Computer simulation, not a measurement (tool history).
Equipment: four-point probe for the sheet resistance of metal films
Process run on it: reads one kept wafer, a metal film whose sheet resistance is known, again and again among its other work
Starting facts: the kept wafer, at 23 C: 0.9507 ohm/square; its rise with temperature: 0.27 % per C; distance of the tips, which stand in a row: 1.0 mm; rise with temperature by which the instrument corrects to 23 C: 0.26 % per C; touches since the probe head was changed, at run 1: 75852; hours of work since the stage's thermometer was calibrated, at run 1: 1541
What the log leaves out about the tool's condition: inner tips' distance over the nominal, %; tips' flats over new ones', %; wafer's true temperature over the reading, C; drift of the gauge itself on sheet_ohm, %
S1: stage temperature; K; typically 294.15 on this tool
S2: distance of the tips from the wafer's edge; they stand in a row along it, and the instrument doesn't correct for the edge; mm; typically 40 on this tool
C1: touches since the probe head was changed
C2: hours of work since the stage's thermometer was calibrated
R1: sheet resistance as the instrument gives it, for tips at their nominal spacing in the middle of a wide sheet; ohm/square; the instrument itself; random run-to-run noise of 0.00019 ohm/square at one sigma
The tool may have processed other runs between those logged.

run,hour,S1,S2,C1,C2,R1
1,0.0,294.15,40,75852,1541,0.941190
2,109.4,307.15,40,78225,1611,0.942961
3,212.0,307.15,40,80452,1677,0.941892
4,343.4,307.15,40,83301,1762,0.941995
5,476.6,294.15,40,86191,1848,0.939900
6,554.9,294.15,40,87890,1899,0.939963
7,662.5,294.15,40,90224,1968,0.939485
8,794.7,305.15,4,93091,2054,0.970937
# hour 865.3: stage's thermometer calibrated
9,937.5,292.15,7,96179,47,0.947651
10,1014.3,292.15,7,97844,96,0.947278
11,1084.5,296.15,10,99366,141,0.942085
12,1166.1,296.15,10,101136,194,0.941935
13,1284.3,291.15,23,103701,270,0.937216
14,1393.2,301.15,4,106063,341,0.967319

Below, each run's measurement less what the same run would have read without the hidden state. Both values contain the same run-to-run variation, but the gauge's scatter may not be the same in both:
run,R1
1,-0.009493
2,-0.009732
3,-0.009978
4,-0.010296
5,-0.010665
6,-0.010876
7,-0.011142
8,-0.011785
9,-0.013332
10,-0.013533
11,-0.013595
12,-0.013800
13,-0.014089
14,-0.014705
